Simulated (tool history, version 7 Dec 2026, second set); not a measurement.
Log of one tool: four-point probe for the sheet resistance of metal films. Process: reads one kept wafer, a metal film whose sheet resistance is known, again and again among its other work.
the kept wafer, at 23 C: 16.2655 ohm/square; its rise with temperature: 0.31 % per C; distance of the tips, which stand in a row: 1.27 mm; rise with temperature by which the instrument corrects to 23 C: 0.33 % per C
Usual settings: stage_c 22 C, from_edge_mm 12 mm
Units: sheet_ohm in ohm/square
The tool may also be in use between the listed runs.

run    hour  stage_c  from_edge_mm  sheet_ohm
  1       0       22            12  16.367726
  2      49       22            12  16.366208
  3    73.4       22            47   16.27372
  4   106.2       22            10  16.407819
  5   157.5       22            10  16.416233
  6   204.2       31            12  16.327954
  7   245.3       31            12  16.332794
  8   281.9       22            12  16.365157
  9   315.9       22             5  16.809022
 10   373.9       22            12  16.364253
 11   420.3       22            12  16.363057
 12   457.5       22            12  16.369471
 13   515.7       22            12  16.364431
 14   561.8       22            12  16.364312
 15   617.2       22            12  16.369085
 16   652.9       24            12  16.361937
 17   692.9       18            20  16.327625
 18   749.4       18            20  16.315966
 19     782       34            33  16.235256
 20   827.1       34            33  16.240503
 21   863.1       25            12  16.361024
      882.9  -- stage's thermometer calibrated
 22   889.9       26            12  16.351797
 23   941.3       29             5  16.787113
 24   996.5       19            73  16.275803
 25  1024.2       33            14  16.296025
 26  1080.7       33            14  16.299734
 27  1138.4       33            14  16.301071
 28  1177.2       31             5  16.775606
 29    1236       25             5   16.80574
 30  1261.6       25             5   16.79849
 31    1315       20            41  16.281292

Forecast each of these 3 alternatives for the next run:
  A  1355.2       21            10          ?
  B  1355.2       22            75          ?
  C  1355.2       22            13          ?

run  sheet_ohm
  A  16.411467
  B   16.26951
  C   16.34368
Without the tool's hidden state the same runs would have given:
run  sheet_ohm
  A   16.41272
  B  16.270752
  C  16.344928

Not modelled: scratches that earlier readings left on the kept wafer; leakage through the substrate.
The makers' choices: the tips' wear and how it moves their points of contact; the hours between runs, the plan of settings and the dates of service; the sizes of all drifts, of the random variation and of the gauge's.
